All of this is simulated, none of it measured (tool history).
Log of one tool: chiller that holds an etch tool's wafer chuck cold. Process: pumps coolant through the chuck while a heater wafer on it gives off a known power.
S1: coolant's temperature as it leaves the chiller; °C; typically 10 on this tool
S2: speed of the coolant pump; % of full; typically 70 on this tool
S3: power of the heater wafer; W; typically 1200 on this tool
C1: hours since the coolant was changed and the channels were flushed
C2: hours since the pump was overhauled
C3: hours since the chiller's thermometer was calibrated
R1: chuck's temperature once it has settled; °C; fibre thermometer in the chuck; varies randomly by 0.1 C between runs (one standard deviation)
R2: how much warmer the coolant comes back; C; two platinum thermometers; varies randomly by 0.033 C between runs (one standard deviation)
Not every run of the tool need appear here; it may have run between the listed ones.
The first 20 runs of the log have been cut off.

run    hour  S1  S2    S3    C1    C2    C3    R1    R2
     2436.0  -- chiller's thermometer calibrated
 21  2538.3  10  70  1200  3647  3181   102  18.4  4.35
 22  2689.0  10  86  1161  3797  3332   253  17.2  3.39
 23  2847.6  19  62   966  3956  3490   412  26.5  3.95
 24  2945.3  19  62   966  4054  3588   509  26.3  4.01
 25  3057.2  18  72   902  4165  3700   621  24.1  3.07
     3151.0  -- gauge calibrated
 26  3151.0   1  70  1757  4259  3794   715  13.4  6.58
 27  3229.0   1  70  1757  4337  3872   793  13.6  6.62
 28  3301.7  10  82  1200  4410  3944   866  17.6  3.86
 29  3387.8  10  82  1200  4496  4030   952  17.5  3.82
 30  3536.4   9  94  1598  4645  4179  1100  18.4  4.36
 31  3662.7  19  61  1291  4771  4305  1227  29.1  5.59
 32  3828.4   8  80  1031  4937  4471  1392  14.7  3.35

Each row is a separate what-if for the run after 32, all from the same tool condition, not one after another. Results?
  A  3930.9  11  80   663  5039  4573  1495   ?   ?
  B  3930.9   8  80   615  5039  4573  1495   ?   ?
  C  3930.9  16  85  1031  5039  4573  1495   ?   ?
  D  3930.9  10  67  1149  5039  4573  1495   ?   ?

run    R1    R2
  A  15.2  2.07
  B  11.9  1.94
  C  22.5  3.12
  D  18.4  4.48
Take away the tool's hidden state, keep each run's random variation, and the runs would have read:
run    R1    R2
  A  15.2  2.12
  B  11.9  1.99
  C  22.5  3.17
  D  18.4  4.53
